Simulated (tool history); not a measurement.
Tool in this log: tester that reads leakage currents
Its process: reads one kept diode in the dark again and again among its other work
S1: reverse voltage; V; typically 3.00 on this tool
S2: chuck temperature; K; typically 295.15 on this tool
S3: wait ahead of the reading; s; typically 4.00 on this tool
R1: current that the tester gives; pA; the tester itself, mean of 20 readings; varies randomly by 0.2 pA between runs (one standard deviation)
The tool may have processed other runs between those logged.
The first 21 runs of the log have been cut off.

Run 22, day 25.162: usual settings but S1 6.97 V, S2 314.15 K, S3 0.48 s. Result: R1 490.34 pA.
Run 23, day 26.400: usual settings but S1 5.24 V, S2 297.15 K, S3 4.54 s. Result: R1 88.02 pA.
Run 24, day 28.154: usual settings but S2 305.15 K. Result: R1 148.85 pA.
Run 25, day 29.546: usual settings but S2 305.15 K. Result: R1 148.74 pA.
Run 26, day 30.546: usual settings but S1 2.59 V, S2 312.15 K, S3 0.49 s. Result: R1 266.47 pA.
Run 27, day 32.071: usual settings but S1 2.59 V, S2 312.15 K, S3 0.49 s. Result: R1 265.57 pA.
Run 28, day 33.271: usual settings but S1 1.07 V, S2 319.15 K, S3 3.31 s. Result: R1 333.37 pA.
Run 29, day 34.738: usual settings but S1 1.07 V, S2 319.15 K, S3 3.31 s. Result: R1 332.42 pA.
Run 30, day 36.408: usual settings but S1 1.08 V, S3 1.85 s. Result: R1 36.07 pA.
Run 31, day 37.604: usual settings but S1 1.29 V, S2 323.15 K, S3 1.61 s. Result: R1 507.58 pA.
Run 32, day 39.488: usual settings but S1 1.29 V, S2 323.15 K, S3 1.61 s. Result: R1 505.22 pA.
Run 33, day 41.012: usual settings but S1 1.29 V, S2 323.15 K, S3 1.61 s. Result: R1 503.44 pA.
Run 34, day 42.383: usual settings but S2 297.15 K, S3 0.33 s. Result: R1 70.34 pA.
Run 35, day 43.812: usual settings but S1 2.96 V, S2 310.15 K, S3 2.79 s. Result: R1 230.79 pA.
Run 36, day 45.500: usual settings but S1 3.92 V, S2 321.15 K, S3 0.84 s. Result: R1 685.05 pA.
Run 37, day 46.671: usual settings but S1 3.92 V, S2 321.15 K, S3 0.84 s. Result: R1 684.72 pA.
Run 38, day 47.429: usual settings but S1 4.58 V, S3 2.27 s. Result: R1 66.97 pA.
Run 39, day 48.800: usual settings but S1 4.58 V, S3 2.27 s. Result: R1 67.26 pA.

What if the next run were any one of these 3? Each begins from the tool's condition after run 39:
Run A, day 49.646: usual settings but S1 5.77 V, S2 307.15 K, S3 2.27 s. Result: R1 ?.
Run B, day 49.646: usual settings but S1 2.62 V, S2 297.15 K, S3 3.70 s. Result: R1 ?.
Run C, day 49.646: usual settings but S1 1.40 V, S2 297.15 K, S3 2.32 s. Result: R1 ?.

run      R1
  A  233.67
  B   63.81
  C   48.81
Without the tool's hidden state the same runs would have given:
run      R1
  A  274.95
  B   75.71
  C   58.01
